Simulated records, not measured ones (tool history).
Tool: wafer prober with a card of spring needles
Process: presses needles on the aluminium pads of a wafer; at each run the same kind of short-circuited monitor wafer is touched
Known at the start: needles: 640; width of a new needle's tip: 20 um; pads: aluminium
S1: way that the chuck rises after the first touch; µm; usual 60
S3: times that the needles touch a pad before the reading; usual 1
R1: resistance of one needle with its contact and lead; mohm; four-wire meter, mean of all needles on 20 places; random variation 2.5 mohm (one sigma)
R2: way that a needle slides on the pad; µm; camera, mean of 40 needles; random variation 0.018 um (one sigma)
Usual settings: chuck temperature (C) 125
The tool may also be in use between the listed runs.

{"run": 1, "hour": 0.0, "S1": 60, "chuck temperature (C)": 125, "S3": 1, "R1": 354, "R2": 7.34}
{"run": 2, "hour": 54.1, "S1": 60, "chuck temperature (C)": 125, "S3": 1, "R1": 347, "R2": 7.3}
{"run": 3, "hour": 127.9, "S1": 60, "chuck temperature (C)": 125, "S3": 1, "R1": 373, "R2": 7.33}
{"run": 4, "hour": 203.2, "S1": 60, "chuck temperature (C)": 125, "S3": 1, "R1": 349, "R2": 7.31}
{"run": 5, "hour": 279.8, "S1": 60, "chuck temperature (C)": 125, "S3": 1, "R1": 383, "R2": 7.32}
{"run": 6, "hour": 323.9, "S1": 60, "chuck temperature (C)": 125, "S3": 1, "R1": 305, "R2": 7.27}
{"run": 7, "hour": 366.4, "S1": 60, "chuck temperature (C)": 125, "S3": 2, "R1": 308, "R2": 7.27}
{"run": 8, "hour": 428.0, "S1": 60, "chuck temperature (C)": 125, "S3": 2, "R1": 315, "R2": 7.24}
{"run": 9, "hour": 517.6, "S1": 44, "chuck temperature (C)": 100, "S3": 2, "R1": 292, "R2": 5.25}
{"run": 10, "hour": 580.4, "S1": 79, "chuck temperature (C)": 56, "S3": 3, "R1": 268, "R2": 9.53}
{"run": 11, "hour": 668.0, "S1": 79, "chuck temperature (C)": 56, "S3": 3, "R1": 281, "R2": 9.53}
{"run": 12, "hour": 734.1, "S1": 43, "chuck temperature (C)": 74, "S3": 1, "R1": 461, "R2": 5.09}
{"run": 13, "hour": 801.4, "S1": 43, "chuck temperature (C)": 74, "S3": 1, "R1": 474, "R2": 5.12}
{"run": 14, "hour": 854.4, "S1": 43, "chuck temperature (C)": 74, "S3": 1, "R1": 409, "R2": 5.09}

Taken out of this log: 27 entries between the listed runs. Where each belongs, and how the hidden state differs across it:
Between runs 1 and 2: tips cleaned on abrasive film (hour 12.1); tips cleaned on abrasive film (hour 42.5)
  debris on the tips, nm: 75.8 -> 68.5; way that the needles fall short of the set height, um: 0.04 -> 0.09; tips' diameter, um: 20.63 -> 20.99
  measured less the result without the state, R1: +67 -> +62 mohm; R2: +0 -> -0.01 µm
Between runs 2 and 3: tips cleaned on abrasive film (hour 71.6); tips cleaned on abrasive film (hour 102.5)
  debris on the tips, nm: 68.5 -> 97.9; way that the needles fall short of the set height, um: 0.09 -> 0.18; tips' diameter, um: 20.99 -> 21.02
  measured less the result without the state, R1: +62 -> +87 mohm; R2: -0.01 -> -0.02 µm
Between runs 3 and 4: tips cleaned on abrasive film (hour 133.1); tips cleaned on abrasive film (hour 162.7); tips cleaned on abrasive film, once more (hour 187)
  debris on the tips, nm: 97.9 -> 72.2; way that the needles fall short of the set height, um: 0.18 -> 0.33; tips' diameter, um: 21.02 -> 21.07
  measured less the result without the state, R1: +87 -> +66 mohm; R2: -0.02 -> -0.04 µm
Between runs 4 and 5: tips cleaned on abrasive film (hour 220.5); tips cleaned on abrasive film (hour 251)
  debris on the tips, nm: 72.2 -> 102.5; way that the needles fall short of the set height, um: 0.33 -> 0.45; tips' diameter, um: 21.07 -> 21.11
  measured less the result without the state, R1: +66 -> +95 mohm; R2: -0.04 -> -0.05 µm
Between runs 5 and 6: tips cleaned on abrasive film (hour 286.8); tips cleaned on abrasive film (hour 322.3)
  debris on the tips, nm: 102.5 -> 18.6; way that the needles fall short of the set height, um: 0.45 -> 0.54; tips' diameter, um: 21.11 -> 21.14
  measured less the result without the state, R1: +95 -> +17 mohm; R2: -0.05 -> -0.06 µm
Between runs 6 and 7: tips cleaned on abrasive film (hour 356.6)
  debris on the tips, nm: 18.6 -> 48.4; way that the needles fall short of the set height, um: 0.54 -> 0.61; tips' diameter, um: 21.14 -> 21.17
  measured less the result without the state, R1: +17 -> +27 mohm; R2: -0.06 -> -0.08 µm
Between runs 7 and 8: tips cleaned on abrasive film (hour 389.3); tips cleaned on abrasive film (hour 421.2)
  debris on the tips, nm: 48.4 -> 48.3; way that the needles fall short of the set height, um: 0.61 -> 0.72; tips' diameter, um: 21.17 -> 21.21
  measured less the result without the state, R1: +27 -> +28 mohm; R2: -0.08 -> -0.09 µm
Between runs 8 and 9: tips cleaned on abrasive film (hour 453.2); tips cleaned on abrasive film (hour 485.7); tips cleaned on abrasive film (hour 517.6)
  debris on the tips, nm: 48.3 -> 5.7; way that the needles fall short of the set height, um: 0.72 -> 0.85; tips' diameter, um: 21.21 -> 21.25
  measured less the result without the state, R1: +28 -> +8 mohm; R2: -0.09 -> -0.11 µm
Between runs 9 and 10: tips cleaned on abrasive film (hour 550.9); tips cleaned on abrasive film (hour 580.4)
  debris on the tips, nm: 5.7 -> 5.2; way that the needles fall short of the set height, um: 0.85 -> 0.94; tips' diameter, um: 21.25 -> 21.28
  measured less the result without the state, R1: +8 -> +2 mohm; R2: -0.11 -> -0.12 µm
Between runs 10 and 11: tips cleaned on abrasive film (hour 611.9); tips cleaned on abrasive film (hour 643.5)
  debris on the tips, nm: 5.2 -> 90.9; way that the needles fall short of the set height, um: 0.94 -> 1.05; tips' diameter, um: 21.28 -> 21.32
  measured less the result without the state, R1: +2 -> +21 mohm; R2: -0.12 -> -0.13 µm
Between runs 11 and 12: tips cleaned on abrasive film (hour 673.2); tips cleaned on abrasive film (hour 705.3)
  debris on the tips, nm: 90.9 -> 97.5; way that the needles fall short of the set height, um: 1.05 -> 1.17; tips' diameter, um: 21.32 -> 21.36
  measured less the result without the state, R1: +21 -> +187 mohm; R2: -0.13 -> -0.15 µm
Between runs 12 and 13: tips cleaned on abrasive film (hour 738.8); tips cleaned on abrasive film (hour 772.9)
  debris on the tips, nm: 97.5 -> 102.1; way that the needles fall short of the set height, um: 1.17 -> 1.27; tips' diameter, um: 21.36 -> 21.4
  measured less the result without the state, R1: +187 -> +197 mohm; R2: -0.15 -> -0.16 µm
Between runs 13 and 14: tips cleaned on abrasive film (hour 807.1); tips cleaned on abrasive film (hour 841)
  debris on the tips, nm: 102.1 -> 68.2; way that the needles fall short of the set height, um: 1.27 -> 1.38; tips' diameter, um: 21.4 -> 21.44
  measured less the result without the state, R1: +197 -> +134 mohm; R2: -0.16 -> -0.17 µm
